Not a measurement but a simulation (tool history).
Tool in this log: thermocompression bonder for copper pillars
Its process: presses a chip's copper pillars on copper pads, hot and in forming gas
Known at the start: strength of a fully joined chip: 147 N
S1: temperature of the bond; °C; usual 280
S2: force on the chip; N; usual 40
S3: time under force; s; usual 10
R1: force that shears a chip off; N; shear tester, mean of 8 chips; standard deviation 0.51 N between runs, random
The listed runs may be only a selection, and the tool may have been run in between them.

Run 1, hour 0: usual settings. Result: R1 81.5 N.
Run 2, hour 10.1: usual settings. Result: R1 82 N.
Run 3, hour 21.5: usual settings. Result: R1 81.2 N.
Run 4, hour 33.6: usual settings. Result: R1 81.3 N.
Run 5, hour 40: usual settings but S3 6 s. Result: R1 68.1 N.
Run 6, hour 48: usual settings. Result: R1 81.7 N.
Run 7, hour 56.4: usual settings. Result: R1 81.5 N.
Run 8, hour 65.6: usual settings. Result: R1 81.1 N.
At hour 77.1: heater calibrated with a thermocouple chip.
Run 9, hour 81.4: usual settings. Result: R1 81.7 N.
Run 10, hour 90.3: usual settings but S2 24 N. Result: R1 62.9 N.
Run 11, hour 101.8: usual settings but S1 297 °C. Result: R1 96.8 N.
Run 12, hour 109.2: usual settings but S3 18 s. Result: R1 97.8 N.
Run 13, hour 121.8: usual settings but S3 18 s. Result: R1 97.5 N.
Run 14, hour 129.8: usual settings but S3 18 s. Result: R1 96.5 N.
Run 15, hour 143.7: usual settings but S3 18 s. Result: R1 97.5 N.
Run 16, hour 149.7: usual settings but S3 18 s. Result: R1 97.1 N.
Run 17, hour 156.7: usual settings but S3 11 s. Result: R1 84.4 N.
Run 18, hour 163.6: usual settings. Result: R1 80.8 N.
At hour 166.9: forming gas filter changed.
Run 19, hour 176.6: usual settings but S1 286 °C. Result: R1 87 N.
Run 20, hour 185.1: usual settings but S3 16 s. Result: R1 94.6 N.
Run 21, hour 191.3: usual settings but S1 282 °C, S2 53 N. Result: R1 93.9 N.
Run 22, hour 204.8: usual settings but S1 282 °C, S2 53 N. Result: R1 94.4 N.
Run 23, hour 211.1: usual settings but S1 282 °C, S2 53 N. Result: R1 95.1 N.
Run 24, hour 222.2: usual settings but S1 282 °C, S3 27 s. Result: R1 108.7 N.
Run 25, hour 229.8: usual settings but S2 31 N, S3 15 s. Result: R1 81.9 N.
Run 26, hour 241.9: usual settings. Result: R1 81.1 N.
Run 27, hour 248.3: usual settings but S1 285 °C. Result: R1 86.3 N.
Run 28, hour 262.3: usual settings but S2 54 N. Result: R1 92.2 N.
Run 29, hour 270.4: usual settings but S1 253 °C, S2 30 N. Result: R1 48 N.
Run 30, hour 277.9: usual settings but S1 253 °C, S2 30 N. Result: R1 47.5 N.
Run 31, hour 290.1: usual settings but S1 300 °C, S2 29 N. Result: R1 86.5 N.
Run 32, hour 304: usual settings but S1 300 °C, S2 29 N. Result: R1 87.9 N.
Run 33, hour 312.9: usual settings but S1 274 °C, S2 35 N, S3 27 s. Result: R1 96.8 N.
Run 34, hour 322: usual settings but S1 274 °C, S2 31 N, S3 22 s. Result: R1 86.8 N.
Run 35, hour 329.6: usual settings but S2 31 N. Result: R1 71.8 N.
Run 36, hour 342.1: usual settings but S2 30 N, S3 8 s. Result: R1 65.1 N.
Run 37, hour 350.2: usual settings but S1 296 °C, S2 32 N, S3 22 s. Result: R1 108.5 N.
Run 38, hour 358.2: usual settings but S1 296 °C, S2 32 N, S3 22 s. Result: R1 108.5 N.
Run 39, hour 371.4: usual settings but S1 283 °C, S2 36 N, S3 12 s. Result: R1 84.6 N.

5 ways to go on from here, each from the tool as it stands after run 39. What would each give?
Run A, hour 378.9: usual settings but S3 14 s. Result: R1 ?.
Run B, hour 378.9: usual settings but S1 283 °C, S2 36 N, S3 9 s. Result: R1 ?.
Run C, hour 378.9: usual settings but S1 252 °C, S2 45 N. Result: R1 ?.
Run D, hour 378.9: usual settings but S1 269 °C, S2 34 N, S3 8 s. Result: R1 ?.
Run E, hour 378.9: usual settings but S1 266 °C, S2 36 N. Result: R1 ?.

run    R1
  A  91.3
  B  77.4
  C  59.2
  D  60.6
  E  64.9
What these runs would have given with no unlogged condition in the tool:
run    R1
  A  91.2
  B  77.3
  C  59.2
  D  60.6
  E  64.9
